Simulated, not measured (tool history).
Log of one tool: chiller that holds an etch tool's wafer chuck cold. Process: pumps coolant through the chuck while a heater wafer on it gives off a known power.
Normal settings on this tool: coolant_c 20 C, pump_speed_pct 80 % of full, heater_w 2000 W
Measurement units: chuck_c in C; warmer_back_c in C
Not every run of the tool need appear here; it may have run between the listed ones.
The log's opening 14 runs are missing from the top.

run,hour,coolant_c,pump_speed_pct,heater_w,chuck_c,warmer_back_c
15,351.8,20,95,2000,36.7,5.09
16,376.9,20,95,2000,36.7,5.16
17,409.6,20,95,2000,36.7,5.15
18,442.1,18,72,1950,38.8,6.56
19,459.6,18,65,1872,39.7,6.82
20,485.1,18,65,1872,39.8,6.92
21,509.0,18,65,1872,39.8,6.97
22,524.8,29,99,1557,41.7,3.81
23,555.9,29,99,1557,41.9,3.84
24,578.3,12,74,1367,26.4,4.47
25,606.8,12,74,1367,26.3,4.44
26,630.6,12,74,1215,24.8,3.97
27,654.1,20,92,1215,30.5,3.23
28,669.6,20,92,1215,30.6,3.19
29,697.7,20,92,1215,30.8,3.23
30,727.4,20,92,1215,30.9,3.31
31,746.8,20,92,1215,30.7,3.24
32,761.7,11,89,1924,28.4,5.33
33,780.7,29,82,1080,39.6,3.22

Consider 3 possible next runs. They are alternatives, not a sequence: every one starts from the tool as it was left by run 33. What does each give?
A,814.0,24,80,2000,?,?
B,814.0,29,62,1080,?,?
C,814.0,22,76,1080,?,?

run,chuck_c,warmer_back_c
A,43.9,6.14
B,42.5,4.28
C,33.4,3.53
Without the tool's unlogged condition, the same runs would have read:
run,chuck_c,warmer_back_c
A,41.9,5.82
B,41.0,4.05
C,32.1,3.35

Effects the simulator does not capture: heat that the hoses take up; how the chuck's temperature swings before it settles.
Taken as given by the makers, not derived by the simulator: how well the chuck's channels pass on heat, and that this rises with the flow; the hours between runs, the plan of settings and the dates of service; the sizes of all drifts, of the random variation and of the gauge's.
